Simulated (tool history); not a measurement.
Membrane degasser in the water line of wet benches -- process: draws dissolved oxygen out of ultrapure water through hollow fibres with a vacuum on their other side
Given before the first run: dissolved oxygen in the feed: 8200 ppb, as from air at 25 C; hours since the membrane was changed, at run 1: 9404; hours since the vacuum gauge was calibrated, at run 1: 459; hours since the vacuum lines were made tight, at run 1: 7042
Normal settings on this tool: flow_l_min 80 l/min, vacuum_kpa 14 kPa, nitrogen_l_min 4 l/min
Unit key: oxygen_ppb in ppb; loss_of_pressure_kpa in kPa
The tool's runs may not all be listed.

run    hour  flow_l_min  vacuum_kpa  nitrogen_l_min  hours since the membrane was changed  hours since the vacuum gauge was calibrated  hours since the vacuum lines were made tight  oxygen_ppb  loss_of_pressure_kpa
  1       0          80          14               4                                  9404                                          459                                          7042       468.6                 68.34
  2   316.3          80          14               4                                  9720                                          775                                          7358       467.1                  68.9
  3   527.5          80          14               4                                  9932                                          986                                          7569       467.6                  68.4
  4   735.1          80         9.9               4                                 10139                                         1194                                          7777       299.5                 68.64
  5     867          63          14               4                                 10271                                         1326                                          7909       376.4                 53.54
  6  1177.6          63          14               4                                 10582                                         1636                                          8219         376                 53.92
  7  1416.3          80          14            2.48                                 10820                                         1875                                          8458       683.9                  68.5
  8  1616.7          80          14            2.48                                 11021                                         2075                                          8658       685.4                 68.57
  9  1746.3          80          14            3.82                                 11151                                         2205                                          8788       486.2                  68.6
 10  1901.9          80          14            2.54                                 11306                                         2360                                          8943       671.6                 68.92
 11  2052.6          80          14             3.7                                 11457                                         2511                                          9094       497.5                 68.99
 12  2326.8          80          14               4                                 11731                                         2785                                          9368       466.6                 68.83
     2455.4  -- seals of the vacuum lines changed
 13  2607.2          80          14               4                                 12009                                         3064                                           152       467.4                 69.14
 14  2748.7          80          14               4                                 12151                                         3205                                           293       467.1                 68.15
 15  2912.3         116          14             4.6                                 12315                                         3369                                           457       587.5                100.13
 16  3143.2         109          14            4.07                                 12545                                         3600                                           688       609.6                 93.87
 17  3441.8          80        18.4               7                                 12844                                         3898                                           986       398.2                  68.9
 18  3626.5          80        18.4               7                                 13029                                         4083                                          1171       398.2                 68.84
 19  3799.1          78          14            1.75                                 13201                                         4256                                          1344       868.6                 67.06
 20  3965.5          57        23.2            1.94                                 13368                                         4422                                          1510      1098.1                 48.71
 21  4257.4          57        23.2            8.86                                 13660                                         4714                                          1802       300.9                 48.24
 22  4453.8          63        27.9            2.83                                 13856                                         4910                                          1998      1073.3                 54.09
 23  4756.5          63        22.1            6.96                                 14159                                         5213                                          2301       390.7                 54.42
 24    4896          87        29.4           11.79                                 14298                                         5353                                          2441       453.6                 75.02
 25  5215.9          87        29.1            8.02                                 14618                                         5672                                          2760       626.9                 75.14
 26  5532.9          80          14             3.1                                 14935                                         5989                                          3077         575                 68.98
     5740.2  -- vacuum gauge calibrated
 27    5801          80          13             3.1                                 15203                                           61                                          3345       525.5                 68.89

Consider 4 possible next runs. They are alternatives, not a sequence: every one starts from the tool as it was left by run 27. What does each give?
  A  6118          83        12.2            1.87                                 15520                                          378                                          3662           ?                     ?
  B  6118          80        11.5            2.52                                 15520                                          378                                          3662           ?                     ?
  C  6118          80        11.3             3.1                                 15520                                          378                                          3662           ?                     ?
  D  6118          80        19.7             3.1                                 15520                                          378                                          3662           ?                     ?

run  oxygen_ppb  loss_of_pressure_kpa
  A       734.9                 71.32
  B       530.8                 68.21
  C       442.1                 68.88
  D       847.3                 68.53
Without the tool's hidden state the same runs would have given:
run  oxygen_ppb  loss_of_pressure_kpa
  A       734.9                 71.28
  B       530.7                 68.18
  C       442.1                 68.84
  D       847.2                  68.5
